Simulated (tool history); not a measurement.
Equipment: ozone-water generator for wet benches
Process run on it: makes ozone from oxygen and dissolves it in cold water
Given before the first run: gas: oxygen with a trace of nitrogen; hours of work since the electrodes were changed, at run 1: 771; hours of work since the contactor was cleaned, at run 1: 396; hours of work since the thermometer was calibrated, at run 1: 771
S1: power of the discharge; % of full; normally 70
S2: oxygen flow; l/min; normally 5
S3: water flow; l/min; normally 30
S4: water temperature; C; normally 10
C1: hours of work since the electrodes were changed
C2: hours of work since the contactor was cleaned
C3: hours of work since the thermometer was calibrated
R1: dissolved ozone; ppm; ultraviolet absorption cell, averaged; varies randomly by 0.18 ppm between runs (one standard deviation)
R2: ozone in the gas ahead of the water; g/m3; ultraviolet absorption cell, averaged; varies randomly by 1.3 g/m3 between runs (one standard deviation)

| run | hour | S1 | S2 | S3 | S4 | C1 | C2 | C3 | R1 | R2 |
|---|---|---|---|---|---|---|---|---|---|---|
| 1 | 0 | 70 | 5 | 30 | 10 | 771 | 396 | 771 | 23.9 | 245.8 |
| 2 | 40.6 | 70 | 5 | 22 | 10 | 808 | 433 | 808 | 32 | 243.5 |
| 3 | 78.8 | 70 | 5 | 42 | 10 | 843 | 468 | 843 | 17.2 | 242.7 |
| 4 | 123 | 70 | 5 | 42 | 10 | 884 | 509 | 884 | 17.1 | 244.2 |
| 5 | 164 | 70 | 5 | 42 | 10 | 922 | 547 | 922 | 17.2 | 243.8 |
| 6 | 215.9 | 70 | 5 | 42 | 10 | 970 | 595 | 970 | 17.2 | 246.3 |
| 7 | 265.8 | 76 | 3.48 | 39 | 9 | 1016 | 641 | 1016 | 17.7 | 310.2 |
| 8 | 336.6 | 67 | 3.48 | 39 | 9 | 1081 | 706 | 1081 | 15.9 | 273.8 |
| 9 | 375.4 | 89 | 3.7 | 35 | 8 | 1117 | 742 | 1117 | 23.6 | 347.3 |

Run 10 is up next; what results do you expect?
| 10 | 408.4 | 57 | 3.7 | 19 | 8 | 1148 | 772 | 1148 | ? | ? |

Run 10 measured R1 28.1 ppm, R2 230.4 g/m3.
With no hidden state in the tool, this same run would have given R1 28.1 ppm, R2 232.6 g/m3.
